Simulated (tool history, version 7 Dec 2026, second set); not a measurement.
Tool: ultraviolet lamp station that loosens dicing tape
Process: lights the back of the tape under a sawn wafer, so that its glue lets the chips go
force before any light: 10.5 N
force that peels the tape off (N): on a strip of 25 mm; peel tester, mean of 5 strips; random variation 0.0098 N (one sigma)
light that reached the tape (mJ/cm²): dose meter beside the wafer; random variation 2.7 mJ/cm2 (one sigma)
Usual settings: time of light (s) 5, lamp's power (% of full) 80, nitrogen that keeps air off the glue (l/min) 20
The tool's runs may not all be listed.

| run | hour | time of light (s) | lamp's power (% of full) | nitrogen that keeps air off the glue (l/min) | force that peels the tape off (N) | light that reached the tape (mJ/cm²) |
|---|---|---|---|---|---|---|
| 1 | 0.0 | 5 | 80 | 20 | 0.537 | 338 |
| 2 | 24.5 | 4 | 80 | 20 | 0.945 | 274 |
| 3 | 39.7 | 5 | 71 | 20 | 0.722 | 296 |
| 4 | 63.0 | 5 | 80 | 20 | 0.539 | 336 |
| 5 | 78.3 | 2 | 80 | 20 | 3.075 | 131 |
| 6 | 94.3 | 5 | 80 | 20 | 0.555 | 335 |
| 7 | 106.1 | 5 | 80 | 20 | 0.542 | 330 |
| 8 | 119.9 | 5 | 80 | 20 | 0.537 | 335 |
| 9 | 136.1 | 5 | 60 | 20 | 1.084 | 254 |
| 10 | 147.2 | 5 | 60 | 20 | 1.107 | 246 |
| 11 | 170.1 | 5 | 60 | 20 | 1.106 | 249 |
| 12 | 184.0 | 5 | 60 | 20 | 1.083 | 244 |
| 13 | 196.1 | 5 | 60 | 20 | 1.096 | 245 |
| 14 | 207.8 | 5 | 60 | 20 | 1.124 | 250 |
|  | 210.7 | window cleaned of glue's vapour |
| 15 | 228.5 | 5 | 80 | 8 | 1.289 | 323 |
| 16 | 243.2 | 5 | 80 | 8 | 1.324 | 321 |
| 17 | 258.6 | 5 | 80 | 8 | 1.342 | 322 |
| 18 | 272.8 | 5 | 80 | 8 | 1.262 | 326 |
| 19 | 287.8 | 5 | 80 | 29 | 0.455 | 321 |
| 20 | 309.5 | 5 | 80 | 29 | 0.461 | 320 |
|  | 313.7 | window cleaned of glue's vapour, once more |
| 21 | 323.0 | 5 | 80 | 29 | 0.372 | 337 |
| 22 | 335.5 | 5 | 92 | 29 | 0.269 | 387 |
| 23 | 354.0 | 5 | 92 | 29 | 0.273 | 389 |
| 24 | 368.4 | 3 | 92 | 19 | 1.226 | 234 |
| 25 | 390.9 | 3 | 92 | 19 | 1.267 | 232 |
| 26 | 415.2 | 2 | 83 | 6 | 4.716 | 139 |
| 27 | 434.0 | 8 | 75 | 20 | 0.214 | 506 |
| 28 | 451.8 | 8 | 75 | 20 | 0.210 | 508 |
| 29 | 471.1 | 6 | 80 | 23 | 0.307 | 403 |
| 30 | 494.9 | 6 | 80 | 20 | 0.347 | 403 |
| 31 | 507.0 | 7 | 80 | 20 | 0.232 | 471 |
| 32 | 532.9 | 7 | 80 | 20 | 0.234 | 464 |
| 33 | 558.4 | 5 | 88 | 29 | 0.312 | 364 |
| 34 | 579.0 | 2 | 80 | 6 | 4.887 | 133 |
| 35 | 598.1 | 2 | 67 | 7 | 5.252 | 111 |
| 36 | 623.7 | 4 | 98 | 29 | 0.424 | 322 |
| 37 | 634.7 | 3 | 82 | 29 | 1.228 | 202 |
| 38 | 657.2 | 3 | 82 | 29 | 1.298 | 202 |
| 39 | 668.3 | 3 | 93 | 11 | 1.959 | 228 |
| 40 | 692.5 | 3 | 69 | 20 | 2.218 | 168 |
| 41 | 708.6 | 5 | 60 | 9 | 1.989 | 246 |
| 42 | 730.8 | 5 | 64 | 9 | 1.731 | 264 |
| 43 | 743.6 | 5 | 88 | 28 | 0.364 | 361 |

Hidden state or all else? Some run-to-run changes of force that peels the tape off (N), split into what the settings, what came in and random variation would give without the hidden state, and what is left for the hidden state (with any gauge scatter that isn't in both results):
The hidden state here: lamp's light, % of a new lamp's; light that the window lets through, % of a clean one's; drift of the gauge itself on peel_n, %; drift of the gauge itself on dose_mj_cm2, %.
Run 26 -> 27: time of light (s) 2 -> 8, lamp's power (% of full) 83 -> 75, nitrogen that keeps air off the glue (l/min) 6 -> 20. force that peels the tape off (N) -4.502: hidden state -0.329, all else -4.173.
Run 33 -> 34: time of light (s) 5 -> 2, lamp's power (% of full) 88 -> 80, nitrogen that keeps air off the glue (l/min) 29 -> 6. force that peels the tape off (N) +4.575: hidden state +0.362, all else +4.213.
Run 35 -> 36: time of light (s) 2 -> 4, lamp's power (% of full) 67 -> 98, nitrogen that keeps air off the glue (l/min) 7 -> 29. force that peels the tape off (N) -4.828: hidden state -0.314, all else -4.514.

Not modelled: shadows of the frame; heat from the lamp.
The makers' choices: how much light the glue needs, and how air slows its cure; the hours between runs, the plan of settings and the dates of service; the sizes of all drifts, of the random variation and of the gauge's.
